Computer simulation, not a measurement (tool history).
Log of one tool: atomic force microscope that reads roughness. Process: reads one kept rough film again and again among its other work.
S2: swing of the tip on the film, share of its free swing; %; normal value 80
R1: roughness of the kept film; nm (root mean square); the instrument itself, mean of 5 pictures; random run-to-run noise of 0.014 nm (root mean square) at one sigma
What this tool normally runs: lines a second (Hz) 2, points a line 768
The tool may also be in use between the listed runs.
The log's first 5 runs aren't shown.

At day 7.846: new tip fitted.
Run 6, day 9.008: usual settings. Result: R1 3.074 nm (root mean square).
At day 10.758: new tip fitted.
Run 7, day 10.942: usual settings. Result: R1 3.225 nm (root mean square).
Run 8, day 11.854: usual settings. Result: R1 3.109 nm (root mean square).
At day 13.742: new tip fitted.
Run 9, day 14.021: usual settings. Result: R1 3.194 nm (root mean square).
Run 10, day 15.696: usual settings. Result: R1 3.009 nm (root mean square).
At day 16.662: new tip fitted.
Run 11, day 17.054: usual settings but points a line 564. Result: R1 3.189 nm (root mean square).
Run 12, day 18.817: usual settings but points a line 564. Result: R1 2.975 nm (root mean square).
At day 19.621: new tip fitted.
Run 13, day 20.158: usual settings but lines a second (Hz) 0.66, points a line 564. Result: R1 3.585 nm (root mean square).
Run 14, day 21.062: usual settings. Result: R1 3.062 nm (root mean square).
At day 22.571: new tip fitted.
Run 15, day 23.275: usual settings but S2 68 %. Result: R1 3.391 nm (root mean square).
Run 16, day 25.279: usual settings but S2 68 %. Result: R1 3.133 nm (root mean square).
At day 25.496: new tip fitted.
Run 17, day 26.596: usual settings but S2 68 %. Result: R1 3.376 nm (root mean square).
Run 18, day 27.904: usual settings but S2 78 %. Result: R1 2.996 nm (root mean square).
At day 28.479: new tip fitted.
Run 19, day 29.979: usual settings but S2 78 %. Result: R1 3.081 nm (root mean square).
At day 31.5: new tip fitted.
Run 20, day 32: usual settings but S2 79 %. Result: R1 3.217 nm (root mean square).
Run 21, day 33.546: usual settings but points a line 380. Result: R1 3.004 nm (root mean square).
At day 34.425: new tip fitted.
Run 22, day 34.667: usual settings but points a line 380. Result: R1 3.17 nm (root mean square).
Run 23, day 35.821: usual settings but points a line 380. Result: R1 3.047 nm (root mean square).
Run 24, day 37.262: usual settings but points a line 380. Result: R1 2.875 nm (root mean square).
At day 37.438: new tip fitted.
Run 25, day 38.471: usual settings but points a line 380. Result: R1 3.079 nm (root mean square).
Run 26, day 39.742: usual settings but points a line 380. Result: R1 2.921 nm (root mean square).
At day 40.375: new tip fitted.
At day 40.608: height scale calibrated on a step standard.
Run 27, day 41.238: usual settings but lines a second (Hz) 1.23, S2 65 %, points a line 893. Result: R1 3.597 nm (root mean square).

The next listed run, before its measurement:
Run 28, day 43.004: usual settings but S2 64 %, points a line 270. Result: R1 ?.

{"run 28": {"R1": 3.222}}
On a tool with no hidden condition, and with the same random variation, this run would have come out at R1 3.598 nm (root mean square).
